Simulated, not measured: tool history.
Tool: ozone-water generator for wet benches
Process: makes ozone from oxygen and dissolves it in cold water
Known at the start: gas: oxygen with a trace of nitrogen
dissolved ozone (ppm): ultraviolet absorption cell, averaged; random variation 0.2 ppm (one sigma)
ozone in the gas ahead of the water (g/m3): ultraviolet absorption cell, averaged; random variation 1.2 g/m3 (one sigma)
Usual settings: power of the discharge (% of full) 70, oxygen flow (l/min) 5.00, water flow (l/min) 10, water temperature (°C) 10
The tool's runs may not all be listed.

| run | hour | power of the discharge (% of full) | oxygen flow (l/min) | water flow (l/min) | water temperature (°C) | dissolved ozone (ppm) | ozone in the gas ahead of the water (g/m3) |
|---|---|---|---|---|---|---|---|
| 1 | 0.0 | 70 | 5.00 | 10 | 10 | 27.2 | 218.2 |
| 2 | 43.5 | 70 | 3.44 | 10 | 10 | 27.2 | 261.3 |
| 3 | 73.6 | 70 | 3.44 | 10 | 10 | 27.0 | 261.8 |
| 4 | 106.1 | 70 | 3.44 | 8 | 10 | 33.4 | 260.8 |
| 5 | 139.5 | 80 | 5.00 | 10 | 10 | 29.8 | 238.1 |
| 6 | 171.5 | 67 | 5.00 | 9 | 10 | 28.6 | 208.8 |
| 7 | 197.9 | 70 | 3.85 | 10 | 8 | 27.5 | 246.6 |
| 8 | 235.2 | 70 | 5.00 | 7 | 10 | 35.9 | 214.8 |
| 9 | 281.3 | 63 | 3.67 | 9 | 6 | 28.8 | 228.7 |

Forecast run 10:
| 10 | 327.7 | 70 | 8.53 | 10 | 9 | ? | ? |

{"run 10": {"dissolved ozone (ppm)": 25.4, "ozone in the gas ahead of the water (g/m3)": 162.4}}
Without the tool's hidden state the same run would have given dissolved ozone (ppm) 27.3, ozone in the gas ahead of the water (g/m3) 170.2.
